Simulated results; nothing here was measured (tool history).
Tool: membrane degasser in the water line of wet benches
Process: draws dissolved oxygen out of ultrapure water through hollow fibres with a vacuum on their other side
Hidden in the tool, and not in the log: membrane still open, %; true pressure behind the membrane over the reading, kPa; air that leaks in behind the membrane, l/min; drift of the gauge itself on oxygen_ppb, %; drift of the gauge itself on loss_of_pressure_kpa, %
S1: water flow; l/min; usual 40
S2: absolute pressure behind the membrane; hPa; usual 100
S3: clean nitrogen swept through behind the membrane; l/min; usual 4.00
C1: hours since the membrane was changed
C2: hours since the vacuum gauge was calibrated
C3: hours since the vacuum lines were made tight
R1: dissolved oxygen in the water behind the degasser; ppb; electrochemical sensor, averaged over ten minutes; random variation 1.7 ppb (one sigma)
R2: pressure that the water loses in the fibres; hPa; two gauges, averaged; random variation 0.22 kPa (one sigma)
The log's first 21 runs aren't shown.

run    hour  S1   S2     S3    C1    C2    C3     R1     R2
 22   763.3  59  218   4.04  1479   731  1420  646.4  741.8
 23   811.1  40  115   1.99  1527   779  1468  359.6  506.0
      844.4  -- gauge calibrated
 24   844.4  40  115   1.99  1561   812  1501  364.9  514.4
 25   867.3  40   84  11.41  1583   835  1524   52.7  516.2
 26   891.3  60   69   6.13  1607   859  1548  154.0  775.5
 27   940.0  60   69   6.13  1656   908  1597  154.9  769.9
 28   969.7  52  226   9.70  1686   938  1627  279.2  671.3
 29   993.8  48   66   4.67  1710   962  1651  106.5  615.7
 30  1039.7  48   66   4.67  1756  1008  1697  105.1  616.5
 31  1067.7  44  100   8.47  1784  1036  1725   99.8  561.9

Forecast each of these 5 alternatives for the next run:
  A  1106.0  36   68  3.36  1822  1074  1763   ?   ?
  B  1106.0  44  100  3.57  1822  1074  1763   ?   ?
  C  1106.0  40  100  9.61  1822  1074  1763   ?   ?
  D  1106.0  32  181  2.12  1822  1074  1763   ?   ?
  E  1106.0  33  100  4.73  1822  1074  1763   ?   ?

run     R1     R2
  A   94.6  458.8
  B  204.9  559.8
  C   77.0  509.8
  D  486.9  410.7
  E  115.0  420.7
Without the tool's hidden state the same runs would have given:
run     R1     R2
  A   94.5  462.7
  B  204.7  564.6
  C   76.9  514.1
  D  486.7  414.1
  E  115.0  424.2
